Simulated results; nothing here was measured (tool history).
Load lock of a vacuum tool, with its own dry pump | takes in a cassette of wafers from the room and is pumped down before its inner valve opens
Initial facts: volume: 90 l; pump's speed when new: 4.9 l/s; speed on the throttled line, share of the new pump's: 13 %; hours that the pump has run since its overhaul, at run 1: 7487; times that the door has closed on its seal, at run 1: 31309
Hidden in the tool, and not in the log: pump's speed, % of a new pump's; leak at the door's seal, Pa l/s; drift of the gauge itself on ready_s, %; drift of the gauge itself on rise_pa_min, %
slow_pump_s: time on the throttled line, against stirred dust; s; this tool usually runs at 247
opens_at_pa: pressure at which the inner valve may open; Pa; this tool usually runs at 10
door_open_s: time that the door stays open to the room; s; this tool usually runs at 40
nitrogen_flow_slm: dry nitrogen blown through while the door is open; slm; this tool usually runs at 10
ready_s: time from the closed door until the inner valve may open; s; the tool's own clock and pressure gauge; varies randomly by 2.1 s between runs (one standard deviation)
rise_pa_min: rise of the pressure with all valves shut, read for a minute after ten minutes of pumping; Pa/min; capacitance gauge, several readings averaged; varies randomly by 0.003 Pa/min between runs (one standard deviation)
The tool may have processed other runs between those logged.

| run | day | slow_pump_s | opens_at_pa | door_open_s | nitrogen_flow_slm | hours that the pump has run since its overhaul | times that the door has closed on its seal | incoming humidity of the room's air, % | ready_s | rise_pa_min |
|---|---|---|---|---|---|---|---|---|---|---|
| 1 | 0.000 | 247 | 10 | 40 | 10 | 7487 | 31309 | 44.6 | 410.1 | 0.496 |
| 2 | 7.012 | 247 | 10 | 40 | 10 | 7656 | 31697 | 44.2 | 409.7 | 0.494 |
| 3 | 21.992 | 247 | 10 | 40 | 10 | 8015 | 32524 | 43.5 | 412.3 | 0.503 |
| 4 | 29.558 | 247 | 10 | 40 | 10 | 8197 | 32943 | 45.1 | 411.5 | 0.530 |
| 5 | 40.450 | 247 | 10 | 40 | 10 | 8458 | 33544 | 46.4 | 410.7 | 0.551 |
| 6 | 55.925 | 247 | 10 | 40 | 10 | 8830 | 34399 | 44.5 | 413.8 | 0.567 |
| 7 | 69.125 | 247 | 10 | 40 | 10 | 9146 | 35128 | 43.3 | 416.6 | 0.593 |
| 8 | 82.850 | 247 | 10 | 40 | 10 | 9476 | 35887 | 45.5 | 419.1 | 0.609 |
|  | 86.329 | door's seal changed, seat wiped |
| 9 | 93.150 | 247 | 10 | 40 | 10 | 9722 | 377 | 47.1 | 419.5 | 0.020 |
| 10 | 101.942 | 482 | 10 | 40 | 10 | 9933 | 863 | 44.4 | 613.7 | 0.022 |
| 11 | 110.938 | 247 | 10 | 40 | 10 | 10148 | 1360 | 48.2 | 417.9 | 0.035 |
| 12 | 122.683 | 247 | 10 | 40 | 10 | 10430 | 2009 | 47.9 | 421.3 | 0.029 |
| 13 | 134.683 | 247 | 10 | 112 | 10 | 10718 | 2672 | 47.7 | 422.2 | 0.049 |
| 14 | 146.308 | 247 | 10 | 112 | 10 | 10997 | 3314 | 43.1 | 423.1 | 0.053 |
| 15 | 161.662 | 247 | 10 | 40 | 10 | 11366 | 4162 | 45.1 | 423.3 | 0.050 |
| 16 | 168.367 | 247 | 10 | 40 | 10 | 11527 | 4533 | 46.5 | 425.7 | 0.051 |
| 17 | 182.938 | 247 | 10 | 66 | 10 | 11877 | 5338 | 42.2 | 424.1 | 0.058 |
| 18 | 195.412 | 247 | 10 | 66 | 10 | 12176 | 6027 | 45.5 | 427.7 | 0.075 |
| 19 | 202.642 | 247 | 10 | 66 | 10 | 12349 | 6426 | 43.6 | 430.2 | 0.074 |
| 20 | 210.304 | 269 | 10 | 40 | 6 | 12533 | 6850 | 43.9 | 448.0 | 0.082 |
| 21 | 223.038 | 269 | 10 | 40 | 6 | 12839 | 7553 | 45.4 | 448.6 | 0.089 |
| 22 | 232.683 | 404 | 10 | 29 | 5 | 13070 | 8086 | 47.3 | 561.5 | 0.094 |
| 23 | 246.512 | 404 | 10 | 29 | 5 | 13402 | 8850 | 46.9 | 559.3 | 0.106 |
| 24 | 257.221 | 404 | 10 | 29 | 5 | 13659 | 9442 | 43.3 | 562.4 | 0.110 |
| 25 | 268.646 | 404 | 10 | 29 | 5 | 13933 | 10073 | 46.5 | 565.6 | 0.112 |
|  | 269.792 | dry pump taken out, an overhauled one fitted |
| 26 | 283.312 | 404 | 10 | 217 | 10 | 324 | 10869 | 47.2 | 520.0 | 0.148 |
| 27 | 299.529 | 247 | 8 | 32 | 16 | 714 | 11765 | 47.5 | 394.1 | 0.122 |
| 28 | 313.608 | 247 | 8 | 32 | 16 | 1052 | 12543 | 43.1 | 392.2 | 0.135 |
| 29 | 321.083 | 247 | 11 | 40 | 10 | 1231 | 12956 | 44.3 | 389.6 | 0.142 |

Estimate the outcome of run 30 from the log above:
| 30 | 331.712 | 247 | 11 | 40 | 10 | 1486 | 13543 | 45.5 | ? | ? |

For run 30 the tool returned ready_s 389.6 s, rise_pa_min 0.154 Pa/min.
With no hidden state in the tool, this same run would have given ready_s 386.5 s, rise_pa_min 0.017 Pa/min.

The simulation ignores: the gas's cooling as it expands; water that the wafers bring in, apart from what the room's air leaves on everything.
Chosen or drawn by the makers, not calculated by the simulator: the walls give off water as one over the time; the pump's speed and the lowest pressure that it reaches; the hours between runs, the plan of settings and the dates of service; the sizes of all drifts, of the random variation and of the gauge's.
